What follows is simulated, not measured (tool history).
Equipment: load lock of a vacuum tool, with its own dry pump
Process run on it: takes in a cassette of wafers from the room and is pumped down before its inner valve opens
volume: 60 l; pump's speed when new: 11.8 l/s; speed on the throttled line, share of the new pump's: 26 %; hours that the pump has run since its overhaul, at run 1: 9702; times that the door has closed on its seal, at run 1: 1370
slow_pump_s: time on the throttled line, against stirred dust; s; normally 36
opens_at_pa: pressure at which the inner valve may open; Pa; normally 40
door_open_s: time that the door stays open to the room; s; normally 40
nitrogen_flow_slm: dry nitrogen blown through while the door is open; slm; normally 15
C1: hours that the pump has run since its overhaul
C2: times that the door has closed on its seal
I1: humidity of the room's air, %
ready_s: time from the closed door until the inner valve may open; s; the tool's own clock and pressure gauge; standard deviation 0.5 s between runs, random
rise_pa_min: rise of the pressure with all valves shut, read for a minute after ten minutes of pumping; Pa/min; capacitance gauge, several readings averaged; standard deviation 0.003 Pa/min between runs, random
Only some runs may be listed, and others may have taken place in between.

run 1 day=0 | slow_pump_s=36 opens_at_pa=40 door_open_s=40 nitrogen_flow_slm=15 | C1=9702 C2=1370 | I1=43.2 | ready_s=66.9 rise_pa_min=0.037
run 2 day=7.558 | slow_pump_s=20 opens_at_pa=40 door_open_s=40 nitrogen_flow_slm=15 | C1=9883 C2=2006 | I1=44.1 | ready_s=55.2 rise_pa_min=0.039
run 3 day=12.8 | slow_pump_s=20 opens_at_pa=40 door_open_s=40 nitrogen_flow_slm=15 | C1=10009 C2=2447 | I1=47 | ready_s=54.9 rise_pa_min=0.038
run 4 day=21.333 | slow_pump_s=36 opens_at_pa=40 door_open_s=40 nitrogen_flow_slm=15 | C1=10214 C2=3165 | I1=42.9 | ready_s=66.8 rise_pa_min=0.035
run 5 day=30.758 | slow_pump_s=36 opens_at_pa=40 door_open_s=40 nitrogen_flow_slm=15 | C1=10440 C2=3957 | I1=46.3 | ready_s=67.6 rise_pa_min=0.038
run 6 day=40.625 | slow_pump_s=36 opens_at_pa=40 door_open_s=40 nitrogen_flow_slm=15 | C1=10677 C2=4787 | I1=43.5 | ready_s=67.2 rise_pa_min=0.033
run 7 day=48.308 | slow_pump_s=36 opens_at_pa=40 door_open_s=40 nitrogen_flow_slm=15 | C1=10861 C2=5433 | I1=44.2 | ready_s=68.1 rise_pa_min=0.036
run 8 day=55.921 | slow_pump_s=36 opens_at_pa=40 door_open_s=40 nitrogen_flow_slm=15 | C1=11044 C2=6073 | I1=45.3 | ready_s=66.9 rise_pa_min=0.043
run 9 day=61.438 | slow_pump_s=36 opens_at_pa=40 door_open_s=40 nitrogen_flow_slm=15 | C1=11176 C2=6537 | I1=43.2 | ready_s=67 rise_pa_min=0.037
run 10 day=66.325 | slow_pump_s=36 opens_at_pa=40 door_open_s=40 nitrogen_flow_slm=15 | C1=11294 C2=6948 | I1=43.9 | ready_s=66.2 rise_pa_min=0.043
run 11 day=75.667 | slow_pump_s=42 opens_at_pa=50 door_open_s=63 nitrogen_flow_slm=7 | C1=11518 C2=7734 | I1=45.8 | ready_s=70.5 rise_pa_min=0.064
run 12 day=81.867 | slow_pump_s=42 opens_at_pa=50 door_open_s=63 nitrogen_flow_slm=7 | C1=11667 C2=8255 | I1=43.5 | ready_s=69.5 rise_pa_min=0.059
run 13 day=88.354 | slow_pump_s=57 opens_at_pa=67 door_open_s=27 nitrogen_flow_slm=7 | C1=11822 C2=8801 | I1=43.4 | ready_s=80.2 rise_pa_min=0.041
run 14 day=92.712 | slow_pump_s=24 opens_at_pa=67 door_open_s=129 nitrogen_flow_slm=7 | C1=11927 C2=9167 | I1=49.2 | ready_s=55.7 rise_pa_min=0.084
run 15 day=100.071 | slow_pump_s=25 opens_at_pa=40 door_open_s=67 nitrogen_flow_slm=9 | C1=12104 C2=9786 | I1=45.1 | ready_s=58.3 rise_pa_min=0.055
run 16 day=110.129 | slow_pump_s=36 opens_at_pa=32 door_open_s=182 nitrogen_flow_slm=15 | C1=12345 C2=10632 | I1=44.7 | ready_s=67.4 rise_pa_min=0.072
run 17 day=114.65 | slow_pump_s=30 opens_at_pa=32 door_open_s=170 nitrogen_flow_slm=4 | C1=12454 C2=11012 | I1=40.4 | ready_s=63 rise_pa_min=0.097
run 18 day=122.221 | slow_pump_s=20 opens_at_pa=40 door_open_s=40 nitrogen_flow_slm=25 | C1=12635 C2=11649 | I1=42.9 | ready_s=55 rise_pa_min=0.028
run 19 day=128.292 | slow_pump_s=27 opens_at_pa=40 door_open_s=40 nitrogen_flow_slm=41 | C1=12781 C2=12159 | I1=43.8 | ready_s=60.6 rise_pa_min=0.023
run 20 day=134.196 | slow_pump_s=36 opens_at_pa=33 door_open_s=183 nitrogen_flow_slm=12 | C1=12923 C2=12656 | I1=46.4 | ready_s=67.5 rise_pa_min=0.084

Consider 4 possible next runs. They are alternatives, not a sequence: every one starts from the tool as it was left by run 20. What does each give?
run A day=141.6 | slow_pump_s=36 opens_at_pa=33 door_open_s=64 nitrogen_flow_slm=5 | C1=13100 C2=13279 | I1=44.8 | ready_s=? rise_pa_min=?
run B day=141.6 | slow_pump_s=36 opens_at_pa=40 door_open_s=47 nitrogen_flow_slm=15 | C1=13100 C2=13279 | I1=44.1 | ready_s=? rise_pa_min=?
run C day=141.6 | slow_pump_s=36 opens_at_pa=32 door_open_s=40 nitrogen_flow_slm=7 | C1=13100 C2=13279 | I1=42.6 | ready_s=? rise_pa_min=?
run D day=141.6 | slow_pump_s=36 opens_at_pa=40 door_open_s=34 nitrogen_flow_slm=4 | C1=13100 C2=13279 | I1=40.3 | ready_s=? rise_pa_min=?

run=A ready_s=69.4 rise_pa_min=0.063
run=B ready_s=67.2 rise_pa_min=0.036
run=C ready_s=67.4 rise_pa_min=0.044
run=D ready_s=67 rise_pa_min=0.047
Take away the tool's hidden state, keep each run's random variation, and the runs would have read:
run=A ready_s=69.4 rise_pa_min=0.062
run=B ready_s=67.2 rise_pa_min=0.036
run=C ready_s=67.3 rise_pa_min=0.043
run=D ready_s=67 rise_pa_min=0.046
